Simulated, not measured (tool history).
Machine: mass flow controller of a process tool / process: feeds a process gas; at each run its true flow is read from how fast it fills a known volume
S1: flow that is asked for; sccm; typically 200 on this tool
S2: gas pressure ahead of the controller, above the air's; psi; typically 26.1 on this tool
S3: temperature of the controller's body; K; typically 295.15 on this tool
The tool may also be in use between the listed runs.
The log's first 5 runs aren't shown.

run 6 hour=284.1 | S1=131 S2=26.1 S3=297.15 | true_flow_(%)=99.10
run 7 hour=323.0 | S1=200 S2=26.1 S3=302.15 | true_flow_(%)=99.46
run 8 hour=389.7 | S1=200 S2=26.1 S3=302.15 | true_flow_(%)=99.48
run 9 hour=466.7 | S1=200 S2=26.1 S3=302.15 | true_flow_(%)=99.26
run 10 hour=508.9 | S1=252 S2=26.1 S3=295.15 | true_flow_(%)=99.19
run 11 hour=546.9 | S1=252 S2=26.1 S3=295.15 | true_flow_(%)=99.27
run 12 hour=588.2 | S1=185 S2=26.1 S3=295.15 | true_flow_(%)=99.21
run 13 hour=631.0 | S1=185 S2=26.1 S3=295.15 | true_flow_(%)=99.16
run 14 hour=696.6 | S1=200 S2=26.1 S3=295.15 | true_flow_(%)=99.06
run 15 hour=772.2 | S1=200 S2=26.1 S3=295.15 | true_flow_(%)=99.14
run 16 hour=812.3 | S1=200 S2=26.1 S3=295.15 | true_flow_(%)=99.06
run 17 hour=903.1 | S1=200 S2=26.1 S3=295.15 | true_flow_(%)=99.06
run 18 hour=956.2 | S1=200 S2=26.1 S3=295.15 | true_flow_(%)=99.25
run 19 hour=1024.7 | S1=200 S2=20.5 S3=295.15 | true_flow_(%)=99.14
run 20 hour=1096.1 | S1=334 S2=20.5 S3=295.15 | true_flow_(%)=99.37
run 21 hour=1164.3 | S1=334 S2=20.5 S3=295.15 | true_flow_(%)=99.40
run 22 hour=1233.4 | S1=334 S2=20.5 S3=295.15 | true_flow_(%)=99.43
run 23 hour=1320.2 | S1=200 S2=26.1 S3=295.15 | true_flow_(%)=99.18
run 24 hour=1384.2 | S1=217 S2=26.1 S3=295.15 | true_flow_(%)=99.20
run 25 hour=1476.3 | S1=178 S2=21.0 S3=294.15 | true_flow_(%)=99.16
run 26 hour=1539.7 | S1=220 S2=36.0 S3=298.15 | true_flow_(%)=99.36
run 27 hour=1602.3 | S1=220 S2=36.0 S3=298.15 | true_flow_(%)=99.59
run 28 hour=1648.3 | S1=220 S2=36.0 S3=298.15 | true_flow_(%)=99.41

Expected results for the next run?
run 29 hour=1691.1 | S1=219 S2=23.6 S3=295.15 | true_flow_(%)=?

{"run 29": {"true flow (%)": 99.2}}
With no hidden state in the tool, this same run would have given true flow (%) 99.21.

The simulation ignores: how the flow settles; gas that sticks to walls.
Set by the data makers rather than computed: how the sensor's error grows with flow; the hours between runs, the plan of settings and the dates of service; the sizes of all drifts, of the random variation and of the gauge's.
